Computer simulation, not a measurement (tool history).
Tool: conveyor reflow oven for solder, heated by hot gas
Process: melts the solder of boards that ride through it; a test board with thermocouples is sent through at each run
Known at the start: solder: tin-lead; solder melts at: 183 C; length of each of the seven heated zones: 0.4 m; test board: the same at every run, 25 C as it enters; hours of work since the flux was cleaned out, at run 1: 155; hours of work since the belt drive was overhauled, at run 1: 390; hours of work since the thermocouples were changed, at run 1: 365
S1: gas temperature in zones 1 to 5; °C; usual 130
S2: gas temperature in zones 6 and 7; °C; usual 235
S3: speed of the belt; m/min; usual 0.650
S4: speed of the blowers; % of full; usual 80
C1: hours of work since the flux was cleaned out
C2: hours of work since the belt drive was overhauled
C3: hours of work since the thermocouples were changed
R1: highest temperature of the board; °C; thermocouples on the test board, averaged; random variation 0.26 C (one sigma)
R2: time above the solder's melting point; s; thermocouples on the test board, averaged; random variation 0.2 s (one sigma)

run	day	S1	S2	S3	S4	C1	C2	C3	R1	R2
1	0.000	130	235	0.650	80	155	390	365	219.6	55.3
2	0.558	130	235	0.579	80	160	396	371	223.0	65.1
3	1.175	130	235	0.650	80	167	402	377	219.7	55.0
4	2.229	130	235	0.596	80	177	413	388	221.8	62.5
5	2.833	130	235	0.596	80	184	419	394	221.8	62.7
6	3.896	130	235	0.596	80	194	430	405	221.4	62.4
7	4.596	130	235	0.596	80	202	437	412	221.6	62.2
# day 5.608: flux residue cleaned out of gas plates and filters
8	5.833	130	235	0.703	80	2	448	422	218.4	50.7
9	6.767	130	235	0.703	80	12	457	432	218.3	50.0
10	7.867	130	235	0.703	80	23	468	443	218.2	50.1
11	9.050	135	235	0.650	80	35	480	455	221.6	58.7
12	9.638	139	234	0.576	80	41	486	461	223.8	69.3
13	10.496	139	234	0.576	80	50	495	470	223.8	69.8
14	11.133	130	235	0.650	73	56	501	476	218.7	54.8
15	11.883	138	230	0.584	81	64	509	484	219.5	65.5

3 ways to go on from here, each from the tool as it stands after run 15. What would each give?
A	12.417	130	240	0.540	50	69	515	489	?	?
B	12.417	138	249	0.584	81	69	515	489	?	?
C	12.417	143	230	0.522	87	69	515	489	?	?

run	R1	R2
A	222.6	69.0
B	237.1	74.8
C	222.7	78.9
Without the tool's hidden state the same runs would have given:
run	R1	R2
A	224.1	69.9
B	238.8	75.2
C	224.2	79.6
